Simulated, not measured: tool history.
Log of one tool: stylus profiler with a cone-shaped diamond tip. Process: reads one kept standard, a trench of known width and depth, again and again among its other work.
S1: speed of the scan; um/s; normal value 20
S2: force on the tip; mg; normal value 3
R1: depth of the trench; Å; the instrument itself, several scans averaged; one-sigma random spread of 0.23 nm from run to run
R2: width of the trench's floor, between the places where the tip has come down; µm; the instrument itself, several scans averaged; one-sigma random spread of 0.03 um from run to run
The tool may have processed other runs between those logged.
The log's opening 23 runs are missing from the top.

run    hour  S1    S2       R1     R2
 24   946.5  22  1.06  10068.8  23.88
 25   988.8   7  5.36  10204.3  23.95
 26  1038.9   7  5.36  10207.2  23.97
 27  1087.8  25  5.36  10204.9   23.9
 28  1117.5  25  5.36    10209  23.95
 29  1148.9  27   5.9  10220.6  23.99
 30  1200.6  12  1.35  10080.8  23.94
 31  1250.7  12  1.35    10085  23.91
 32    1277  50  5.92  10224.5   23.8

The next listed run, before its measurement:
 33  1302.6   7  2.92   ?   ?

Run 33 yielded R1 10138.5 Å, R2 23.94 µm.
Without the tool's hidden state the same run would have given R1 10138.3 Å, R2 23.96 µm.
